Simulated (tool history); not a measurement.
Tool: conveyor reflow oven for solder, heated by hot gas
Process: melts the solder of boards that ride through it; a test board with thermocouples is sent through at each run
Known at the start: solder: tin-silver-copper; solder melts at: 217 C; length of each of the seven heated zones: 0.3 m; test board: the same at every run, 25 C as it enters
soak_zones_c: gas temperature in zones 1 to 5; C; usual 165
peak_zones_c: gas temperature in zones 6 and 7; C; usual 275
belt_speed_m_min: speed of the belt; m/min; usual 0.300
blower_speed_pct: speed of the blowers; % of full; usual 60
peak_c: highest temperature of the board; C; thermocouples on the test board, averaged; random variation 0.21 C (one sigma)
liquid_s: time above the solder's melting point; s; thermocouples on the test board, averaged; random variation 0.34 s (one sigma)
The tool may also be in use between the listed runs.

run	hour	soak_zones_c	peak_zones_c	belt_speed_m_min	blower_speed_pct	peak_c	liquid_s
1	0.0	165	275	0.300	60	259.0	93.0
2	6.6	165	275	0.300	60	259.5	92.7
3	12.9	165	275	0.300	60	259.4	93.1
4	20.7	165	275	0.300	60	259.1	93.2
5	29.6	165	275	0.300	60	259.5	92.7
6	34.3	165	275	0.300	60	259.7	93.3
7	39.6	165	275	0.300	60	258.9	92.9
8	46.1	165	275	0.300	74	262.6	96.5
9	55.2	155	269	0.324	51	246.4	65.4
# hour 60.6: flux residue cleaned out of gas plates and filters
10	68.7	177	269	0.324	88	258.9	92.3
11	73.5	174	266	0.342	60	248.5	73.2
12	77.8	165	264	0.353	60	243.3	60.3
13	83.1	165	264	0.353	60	243.4	60.6
14	89.8	165	264	0.353	60	243.1	60.5
15	96.8	170	263	0.253	83	257.3	115.7

4 ways to go on from here, each from the tool as it stands after run 15. What would each give?
# hour 108.1: flux residue cleaned out of gas plates and filters, once more
A	109.6	157	271	0.252	60	?	?
# hour 108.1: flux residue cleaned out of gas plates and filters, once more
B	109.6	152	263	0.350	64	?	?
# hour 108.1: flux residue cleaned out of gas plates and filters, once more
C	109.6	169	275	0.300	60	?	?
# hour 108.1: flux residue cleaned out of gas plates and filters, once more
D	109.6	170	263	0.328	83	?	?

run	peak_c	liquid_s
A	260.8	110.4
B	242.7	56.5
C	260.8	96.4
D	252.4	82.9
Without the tool's hidden state the same runs would have given:
run	peak_c	liquid_s
A	259.7	109.2
B	241.8	55.2
C	259.8	95.3
D	251.5	81.8
